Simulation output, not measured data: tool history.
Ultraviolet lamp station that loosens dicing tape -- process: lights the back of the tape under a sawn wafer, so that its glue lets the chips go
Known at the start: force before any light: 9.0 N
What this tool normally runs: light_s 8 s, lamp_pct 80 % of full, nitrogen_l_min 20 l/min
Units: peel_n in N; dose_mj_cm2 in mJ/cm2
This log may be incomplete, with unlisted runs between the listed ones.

{"run": 1, "hour": 0.0, "light_s": 8, "lamp_pct": 80, "nitrogen_l_min": 20, "peel_n": 0.341, "dose_mj_cm2": 337}
{"run": 2, "hour": 85.0, "light_s": 8, "lamp_pct": 80, "nitrogen_l_min": 20, "peel_n": 0.338, "dose_mj_cm2": 336}
{"run": 3, "hour": 135.9, "light_s": 8, "lamp_pct": 75, "nitrogen_l_min": 20, "peel_n": 0.394, "dose_mj_cm2": 316}
{"run": 4, "hour": 177.5, "light_s": 8, "lamp_pct": 75, "nitrogen_l_min": 20, "peel_n": 0.395, "dose_mj_cm2": 315}
{"hour": 204.3, "done": "window cleaned of glue's vapour"}
{"run": 5, "hour": 237.5, "light_s": 8, "lamp_pct": 68, "nitrogen_l_min": 20, "peel_n": 0.519, "dose_mj_cm2": 284}
{"run": 6, "hour": 319.2, "light_s": 8, "lamp_pct": 68, "nitrogen_l_min": 20, "peel_n": 0.512, "dose_mj_cm2": 285}
{"run": 7, "hour": 367.4, "light_s": 8, "lamp_pct": 68, "nitrogen_l_min": 20, "peel_n": 0.512, "dose_mj_cm2": 284}
{"run": 8, "hour": 434.7, "light_s": 15, "lamp_pct": 80, "nitrogen_l_min": 20, "peel_n": 0.082, "dose_mj_cm2": 626}
{"hour": 518.5, "done": "window cleaned of glue's vapour"}
{"run": 9, "hour": 518.5, "light_s": 15, "lamp_pct": 80, "nitrogen_l_min": 20, "peel_n": 0.079, "dose_mj_cm2": 628}
{"run": 10, "hour": 606.0, "light_s": 15, "lamp_pct": 80, "nitrogen_l_min": 20, "peel_n": 0.093, "dose_mj_cm2": 631}
{"run": 11, "hour": 702.1, "light_s": 8, "lamp_pct": 80, "nitrogen_l_min": 20, "peel_n": 0.327, "dose_mj_cm2": 336}
{"run": 12, "hour": 757.3, "light_s": 8, "lamp_pct": 80, "nitrogen_l_min": 20, "peel_n": 0.34, "dose_mj_cm2": 334}
{"hour": 833.7, "done": "window cleaned of glue's vapour"}
{"run": 13, "hour": 837.7, "light_s": 8, "lamp_pct": 80, "nitrogen_l_min": 20, "peel_n": 0.323, "dose_mj_cm2": 335}
{"run": 14, "hour": 882.6, "light_s": 12, "lamp_pct": 61, "nitrogen_l_min": 20, "peel_n": 0.235, "dose_mj_cm2": 385}
{"run": 15, "hour": 962.7, "light_s": 15, "lamp_pct": 73, "nitrogen_l_min": 32, "peel_n": 0.069, "dose_mj_cm2": 577}
{"run": 16, "hour": 1004.3, "light_s": 15, "lamp_pct": 73, "nitrogen_l_min": 32, "peel_n": 0.074, "dose_mj_cm2": 576}
{"run": 17, "hour": 1078.8, "light_s": 15, "lamp_pct": 73, "nitrogen_l_min": 32, "peel_n": 0.072, "dose_mj_cm2": 575}
{"hour": 1145.2, "done": "window cleaned of glue's vapour"}
{"run": 18, "hour": 1163.4, "light_s": 13, "lamp_pct": 66, "nitrogen_l_min": 26, "peel_n": 0.111, "dose_mj_cm2": 448}
{"hour": 1203.9, "done": "lamp changed"}
{"run": 19, "hour": 1226.3, "light_s": 13, "lamp_pct": 66, "nitrogen_l_min": 26, "peel_n": 0.125, "dose_mj_cm2": 454}
{"run": 20, "hour": 1296.6, "light_s": 13, "lamp_pct": 75, "nitrogen_l_min": 7, "peel_n": 0.376, "dose_mj_cm2": 511}
{"run": 21, "hour": 1387.9, "light_s": 13, "lamp_pct": 75, "nitrogen_l_min": 7, "peel_n": 0.356, "dose_mj_cm2": 514}
{"run": 22, "hour": 1454.6, "light_s": 13, "lamp_pct": 75, "nitrogen_l_min": 7, "peel_n": 0.377, "dose_mj_cm2": 512}
{"hour": 1462.8, "done": "window cleaned of glue's vapour"}
{"run": 23, "hour": 1515.7, "light_s": 13, "lamp_pct": 63, "nitrogen_l_min": 11, "peel_n": 0.327, "dose_mj_cm2": 433}
{"run": 24, "hour": 1577.9, "light_s": 10, "lamp_pct": 74, "nitrogen_l_min": 9, "peel_n": 0.559, "dose_mj_cm2": 391}
{"run": 25, "hour": 1662.8, "light_s": 14, "lamp_pct": 95, "nitrogen_l_min": 9, "peel_n": 0.116, "dose_mj_cm2": 701}

What if the next run were any one of these 5? Each begins from the tool's condition after run 25:
{"run": "A", "hour": 1753.8, "light_s": 10, "lamp_pct": 88, "nitrogen_l_min": 9, "peel_n": "?", "dose_mj_cm2": "?"}
{"run": "B", "hour": 1753.8, "light_s": 8, "lamp_pct": 62, "nitrogen_l_min": 21, "peel_n": "?", "dose_mj_cm2": "?"}
{"run": "C", "hour": 1753.8, "light_s": 8, "lamp_pct": 80, "nitrogen_l_min": 16, "peel_n": "?", "dose_mj_cm2": "?"}
{"run": "D", "hour": 1753.8, "light_s": 11, "lamp_pct": 76, "nitrogen_l_min": 9, "peel_n": "?", "dose_mj_cm2": "?"}
{"run": "E", "hour": 1753.8, "light_s": 4, "lamp_pct": 86, "nitrogen_l_min": 22, "peel_n": "?", "dose_mj_cm2": "?"}

run=A peel_n=0.350 dose_mj_cm2=460
run=B peel_n=0.610 dose_mj_cm2=262
run=C peel_n=0.419 dose_mj_cm2=334
run=D peel_n=0.436 dose_mj_cm2=442
run=E peel_n=1.328 dose_mj_cm2=182
Without the tool's unlogged condition, the same runs would have read:
run=A peel_n=0.349 dose_mj_cm2=461
run=B peel_n=0.608 dose_mj_cm2=262
run=C peel_n=0.418 dose_mj_cm2=334
run=D peel_n=0.434 dose_mj_cm2=442
run=E peel_n=1.324 dose_mj_cm2=182
